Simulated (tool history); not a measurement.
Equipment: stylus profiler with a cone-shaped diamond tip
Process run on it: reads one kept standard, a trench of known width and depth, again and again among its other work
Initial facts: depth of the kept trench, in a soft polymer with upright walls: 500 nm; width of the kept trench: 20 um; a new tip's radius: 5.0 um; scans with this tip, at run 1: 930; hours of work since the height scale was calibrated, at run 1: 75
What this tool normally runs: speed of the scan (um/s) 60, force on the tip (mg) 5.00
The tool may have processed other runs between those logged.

| run | day | speed of the scan (um/s) | force on the tip (mg) | scans with this tip | hours of work since the height scale was calibrated | depth of the trench (nm) | width of the trench's floor (um) |
|---|---|---|---|---|---|---|---|
| 1 | 0.000 | 60 | 5.00 | 930 | 75 | 505.95 | 15.50 |
| 2 | 5.200 | 60 | 5.00 | 1777 | 143 | 506.19 | 15.42 |
| 3 | 7.904 | 60 | 5.00 | 2217 | 179 | 506.04 | 15.28 |
| 4 | 11.317 | 60 | 5.00 | 2773 | 223 | 506.16 | 15.21 |
| 5 | 13.921 | 60 | 5.00 | 3197 | 258 | 505.99 | 15.20 |
| 6 | 17.275 | 60 | 5.00 | 3743 | 302 | 506.10 | 15.08 |
| 7 | 21.108 | 60 | 5.00 | 4367 | 352 | 506.20 | 15.04 |
| 8 | 24.562 | 60 | 5.00 | 4929 | 397 | 506.63 | 14.99 |
| 9 | 27.983 | 21 | 5.00 | 5486 | 442 | 506.62 | 14.96 |
| 10 | 32.367 | 21 | 5.00 | 6200 | 500 | 506.59 | 14.75 |
| 11 | 36.288 | 21 | 5.00 | 6838 | 551 | 506.81 | 14.74 |
| 12 | 41.271 | 60 | 10.91 | 7650 | 617 | 510.88 | 14.62 |
| 13 | 44.975 | 69 | 5.00 | 8252 | 665 | 506.77 | 14.54 |
| 14 | 48.333 | 170 | 5.00 | 8799 | 709 | 506.61 | 14.32 |
| 15 | 53.179 | 170 | 5.00 | 9588 | 773 | 506.69 | 14.21 |
| 16 | 58.592 | 170 | 5.00 | 10469 | 844 | 506.85 | 14.14 |
| 17 | 63.471 | 170 | 5.00 | 11263 | 908 | 507.09 | 14.06 |
| 18 | 67.004 | 170 | 5.00 | 11839 | 954 | 507.26 | 14.01 |
| 19 | 69.783 | 170 | 5.00 | 12291 | 991 | 506.98 | 13.90 |
| 20 | 73.550 | 111 | 5.00 | 12905 | 1040 | 507.31 | 13.96 |
| 21 | 76.600 | 111 | 5.00 | 13401 | 1080 | 507.26 | 13.93 |
| 22 | 78.883 | 111 | 5.00 | 13773 | 1110 | 507.17 | 13.86 |
| 23 | 81.154 | 150 | 5.00 | 14142 | 1140 | 507.39 | 13.81 |
| 24 | 85.371 | 19 | 12.88 | 14829 | 1195 | 512.57 | 13.82 |
| 25 | 88.725 | 19 | 12.88 | 15375 | 1239 | 512.75 | 13.78 |
|  | 89.792 | height scale calibrated on a step standard |
| 26 | 91.658 | 19 | 12.88 | 15849 | 24 | 511.47 | 13.76 |
| 27 | 94.775 | 28 | 7.46 | 16357 | 65 | 507.96 | 13.74 |
| 28 | 97.879 | 28 | 7.46 | 16862 | 106 | 508.03 | 13.68 |
| 29 | 100.271 | 27 | 4.33 | 17251 | 137 | 505.71 | 13.61 |
| 30 | 105.408 | 15 | 13.50 | 18088 | 205 | 511.90 | 13.57 |
| 31 | 107.879 | 27 | 5.00 | 18490 | 237 | 506.48 | 13.47 |
| 32 | 113.100 | 25 | 3.90 | 19340 | 306 | 505.83 | 13.35 |
| 33 | 116.321 | 25 | 3.90 | 19864 | 348 | 505.77 | 13.38 |
| 34 | 121.133 | 17 | 14.19 | 20648 | 411 | 512.61 | 13.30 |
| 35 | 125.608 | 23 | 3.15 | 21376 | 470 | 505.06 | 13.21 |
| 36 | 129.996 | 95 | 2.80 | 22091 | 528 | 504.73 | 13.04 |
| 37 | 133.100 | 95 | 2.80 | 22596 | 568 | 504.98 | 12.97 |
| 38 | 137.650 | 73 | 7.46 | 23337 | 628 | 508.77 | 13.03 |
| 39 | 141.958 | 73 | 7.46 | 24038 | 685 | 508.61 | 12.96 |
| 40 | 146.350 | 73 | 7.46 | 24753 | 742 | 508.85 | 12.89 |
| 41 | 148.779 | 73 | 7.46 | 25149 | 774 | 508.87 | 12.92 |
| 42 | 153.512 | 73 | 7.46 | 25919 | 836 | 509.23 | 12.79 |
| 43 | 156.500 | 73 | 7.46 | 26405 | 875 | 509.06 | 12.70 |

A few steps of depth of the trench (nm) between consecutive runs. Split each: what settings, incoming material and random variation would produce without the hidden state, and what is left over for the hidden state, along with gauge scatter present in only one of the two compared results (measured, and without hidden state):
What the log doesn't record here: radius of the tip, um; height scale over the true one, %; drift of the gauge itself on depth_nm, %; drift of the gauge itself on floor_um, %.
Run 1 -> 2: no setting touched and nothing written in the log between the runs. depth of the trench (nm) +0.24: hidden state +0.09, all else +0.15.
Run 25 -> 26: height scale calibrated on a step standard. depth of the trench (nm) -1.28: hidden state -1.35, all else +0.07.
Run 29 -> 30: speed of the scan (um/s) 27 -> 15, force on the tip (mg) 4.33 -> 13.50. depth of the trench (nm) +6.19: hidden state +0.09, all else +6.10.
Run 33 -> 34: speed of the scan (um/s) 25 -> 17, force on the tip (mg) 3.90 -> 14.19. depth of the trench (nm) +6.84: hidden state +0.10, all else +6.74.
Run 34 -> 35: speed of the scan (um/s) 17 -> 23, force on the tip (mg) 14.19 -> 3.15. depth of the trench (nm) -7.55: hidden state +0.06, all else -7.61.

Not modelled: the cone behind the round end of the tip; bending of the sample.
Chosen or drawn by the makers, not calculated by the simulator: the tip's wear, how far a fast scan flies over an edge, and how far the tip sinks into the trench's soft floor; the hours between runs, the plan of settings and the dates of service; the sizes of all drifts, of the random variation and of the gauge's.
